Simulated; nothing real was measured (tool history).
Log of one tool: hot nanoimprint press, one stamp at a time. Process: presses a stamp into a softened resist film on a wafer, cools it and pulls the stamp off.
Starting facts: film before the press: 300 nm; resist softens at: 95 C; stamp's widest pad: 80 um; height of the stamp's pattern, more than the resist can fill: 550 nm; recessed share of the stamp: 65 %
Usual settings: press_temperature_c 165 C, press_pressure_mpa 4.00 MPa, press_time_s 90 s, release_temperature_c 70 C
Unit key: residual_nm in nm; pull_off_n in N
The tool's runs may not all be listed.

| run | hour | press_temperature_c | press_pressure_mpa | press_time_s | release_temperature_c | residual_nm | pull_off_n |
|---|---|---|---|---|---|---|---|
| 1 | 0.0 | 165 | 4.00 | 90 | 70 | 109.0 | 112 |
| 2 | 27.4 | 171 | 4.00 | 90 | 70 | 86.3 | 118 |
| 3 | 58.9 | 175 | 4.00 | 90 | 70 | 75.0 | 121 |
| 4 | 98.2 | 175 | 4.00 | 90 | 70 | 74.4 | 126 |
| 5 | 133.2 | 165 | 4.00 | 90 | 55 | 108.8 | 163 |
| 6 | 177.7 | 165 | 4.00 | 90 | 56 | 107.6 | 171 |
| 7 | 215.9 | 165 | 4.00 | 90 | 70 | 106.7 | 147 |
| 8 | 235.5 | 163 | 4.00 | 90 | 70 | 114.5 | 161 |
|  | 242.7 | plate thermocouple calibrated |
| 9 | 259.6 | 163 | 4.00 | 90 | 70 | 113.1 | 161 |
| 10 | 303.7 | 163 | 4.00 | 90 | 70 | 113.6 | 165 |
| 11 | 340.9 | 163 | 4.00 | 90 | 70 | 115.1 | 176 |
|  | 351.3 | plate thermocouple calibrated, once more |
| 12 | 362.7 | 165 | 4.25 | 90 | 70 | 105.2 | 173 |
| 13 | 390.2 | 165 | 4.25 | 90 | 70 | 104.8 | 189 |
| 14 | 432.9 | 165 | 4.25 | 90 | 70 | 104.6 | 197 |
| 15 | 476.7 | 169 | 4.00 | 90 | 70 | 94.2 | 199 |
| 16 | 508.2 | 162 | 5.62 | 144 | 70 | 85.6 | 215 |
| 17 | 539.6 | 166 | 3.13 | 62 | 63 | 135.2 | 240 |
| 18 | 576.9 | 166 | 3.13 | 62 | 63 | 134.1 | 243 |
|  | 588.7 | stamp cleaned and given a new release coat |
| 19 | 601.8 | 165 | 4.46 | 90 | 66 | 100.2 | 107 |
| 20 | 645.6 | 165 | 4.46 | 90 | 66 | 99.7 | 120 |
| 21 | 690.2 | 165 | 4.46 | 90 | 66 | 100.6 | 131 |
| 22 | 735.6 | 165 | 4.46 | 90 | 66 | 100.5 | 139 |
| 23 | 781.1 | 175 | 3.60 | 53 | 66 | 98.5 | 143 |
| 24 | 807.8 | 171 | 3.01 | 90 | 70 | 99.3 | 144 |
| 25 | 835.3 | 165 | 4.00 | 90 | 73 | 105.1 | 136 |
| 26 | 855.2 | 165 | 4.00 | 90 | 73 | 104.5 | 139 |

Forecast each of these 4 alternatives for the next run:
| A | 891.8 | 165 | 4.00 | 90 | 58 | ? | ? |
| B | 891.8 | 160 | 4.00 | 49 | 60 | ? | ? |
| C | 891.8 | 165 | 4.00 | 160 | 57 | ? | ? |
| D | 891.8 | 169 | 3.82 | 108 | 73 | ? | ? |

| run | residual_nm | pull_off_n |
|---|---|---|
| A | 106.6 | 182 |
| B | 159.1 | 175 |
| C | 83.2 | 187 |
| D | 85.5 | 144 |
With no hidden state in the tool, these same runs would have given:
| run | residual_nm | pull_off_n |
|---|---|---|
| A | 108.9 | 122 |
| B | 162.5 | 117 |
| C | 85.1 | 125 |
| D | 87.2 | 97 |
